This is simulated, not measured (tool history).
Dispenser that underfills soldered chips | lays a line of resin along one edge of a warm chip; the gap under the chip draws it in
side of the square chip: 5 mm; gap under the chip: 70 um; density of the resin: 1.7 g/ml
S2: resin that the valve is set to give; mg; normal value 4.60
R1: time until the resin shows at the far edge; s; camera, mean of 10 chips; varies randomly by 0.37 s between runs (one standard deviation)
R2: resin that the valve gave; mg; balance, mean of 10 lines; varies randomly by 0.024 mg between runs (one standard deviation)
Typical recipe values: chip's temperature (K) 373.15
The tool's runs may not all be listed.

run 1 hour=0.0 | chip's_temperature_(K)=373.15 S2=4.60 | R1=21.5 R2=4.59
run 2 hour=5.4 | chip's_temperature_(K)=373.15 S2=4.89 | R1=24.0 R2=4.82
-- hour=10.7 new syringe of resin
run 3 hour=12.9 | chip's_temperature_(K)=373.15 S2=4.91 | R1=21.5 R2=4.86
run 4 hour=20.6 | chip's_temperature_(K)=373.15 S2=4.91 | R1=25.6 R2=4.81
-- hour=21.8 new syringe of resin
run 5 hour=29.7 | chip's_temperature_(K)=373.15 S2=4.49 | R1=25.5 R2=4.30
-- hour=33.2 new syringe of resin
run 6 hour=34.7 | chip's_temperature_(K)=373.15 S2=4.49 | R1=21.9 R2=4.33
run 7 hour=42.3 | chip's_temperature_(K)=373.15 S2=4.24 | R1=27.2 R2=4.10
-- hour=44.0 new syringe of resin
run 8 hour=47.1 | chip's_temperature_(K)=373.15 S2=4.24 | R1=22.8 R2=4.05
run 9 hour=54.3 | chip's_temperature_(K)=373.15 S2=4.24 | R1=27.3 R2=4.07
-- hour=55.2 new syringe of resin
run 10 hour=62.1 | chip's_temperature_(K)=373.15 S2=4.24 | R1=25.5 R2=4.03
-- hour=66.5 new syringe of resin
run 11 hour=71.8 | chip's_temperature_(K)=373.15 S2=4.24 | R1=24.6 R2=4.02
-- hour=77.6 new syringe of resin
run 12 hour=77.6 | chip's_temperature_(K)=373.15 S2=4.24 | R1=20.8 R2=4.03
-- hour=81.0 dispensing valve cleaned and set on the balance
-- hour=89.5 new syringe of resin
run 13 hour=89.5 | chip's_temperature_(K)=373.15 S2=4.24 | R1=20.1 R2=4.23
run 14 hour=97.3 | chip's_temperature_(K)=373.15 S2=4.24 | R1=25.6 R2=4.19
-- hour=100.5 new syringe of resin
run 15 hour=107.7 | chip's_temperature_(K)=373.15 S2=4.24 | R1=24.1 R2=4.20
-- hour=111.9 new syringe of resin
run 16 hour=114.9 | chip's_temperature_(K)=373.15 S2=4.24 | R1=22.1 R2=4.16
run 17 hour=120.7 | chip's_temperature_(K)=387.15 S2=4.60 | R1=14.3 R2=4.51
-- hour=123.2 new syringe of resin
run 18 hour=126.0 | chip's_temperature_(K)=387.15 S2=4.60 | R1=11.8 R2=4.48
run 19 hour=133.4 | chip's_temperature_(K)=387.15 S2=3.95 | R1=15.4 R2=3.81
-- hour=134.1 new syringe of resin
run 20 hour=142.1 | chip's_temperature_(K)=359.15 S2=4.70 | R1=49.7 R2=4.57
-- hour=145.7 new syringe of resin
run 21 hour=152.8 | chip's_temperature_(K)=383.15 S2=4.56 | R1=16.6 R2=4.36
-- hour=156.9 new syringe of resin
run 22 hour=161.3 | chip's_temperature_(K)=388.15 S2=4.84 | R1=11.7 R2=4.62
-- hour=168.5 new syringe of resin
run 23 hour=171.2 | chip's_temperature_(K)=388.15 S2=4.84 | R1=10.8 R2=4.56
-- hour=179.4 new syringe of resin
-- hour=181.3 dispensing valve cleaned and set on the balance
run 24 hour=182.0 | chip's_temperature_(K)=359.15 S2=5.00 | R1=39.6 R2=5.02
-- hour=191.2 new syringe of resin
run 25 hour=191.2 | chip's_temperature_(K)=379.15 S2=5.90 | R1=15.1 R2=5.85
run 26 hour=197.1 | chip's_temperature_(K)=383.15 S2=5.90 | R1=15.1 R2=5.81
-- hour=202.0 new syringe of resin
run 27 hour=206.4 | chip's_temperature_(K)=383.15 S2=5.90 | R1=13.5 R2=5.79
-- hour=213.2 new syringe of resin
run 28 hour=215.6 | chip's_temperature_(K)=362.15 S2=5.12 | R1=35.5 R2=5.01
run 29 hour=222.2 | chip's_temperature_(K)=377.15 S2=4.11 | R1=21.4 R2=4.04
-- hour=224.1 new syringe of resin
run 30 hour=231.2 | chip's_temperature_(K)=372.15 S2=4.33 | R1=25.1 R2=4.19
-- hour=234.9 new syringe of resin
run 31 hour=239.3 | chip's_temperature_(K)=379.15 S2=5.30 | R1=17.3 R2=5.13
-- hour=246.0 new syringe of resin
run 32 hour=247.7 | chip's_temperature_(K)=379.15 S2=5.30 | R1=15.7 R2=5.12
run 33 hour=253.0 | chip's_temperature_(K)=360.15 S2=4.08 | R1=45.1 R2=3.92
-- hour=256.9 new syringe of resin
run 34 hour=259.8 | chip's_temperature_(K)=360.15 S2=4.08 | R1=40.5 R2=3.89
run 35 hour=265.0 | chip's_temperature_(K)=382.15 S2=4.81 | R1=16.3 R2=4.61

Alternative continuations, all from the tool just after run 35; predict every row:
-- hour=267.7 new syringe of resin
run A hour=273.9 | chip's_temperature_(K)=369.15 S2=4.81 | R1=? R2=?
-- hour=267.7 new syringe of resin
run B hour=273.9 | chip's_temperature_(K)=383.15 S2=5.08 | R1=? R2=?
-- hour=267.7 new syringe of resin
run C hour=273.9 | chip's_temperature_(K)=373.15 S2=5.38 | R1=? R2=?

run=A R1=27.6 R2=4.56
run=B R1=14.9 R2=4.78
run=C R1=23.0 R2=5.09
With the hidden condition removed and each run's random variation left untouched, the same runs would have given:
run=A R1=25.8 R2=4.82
run=B R1=13.9 R2=5.05
run=C R1=21.6 R2=5.38
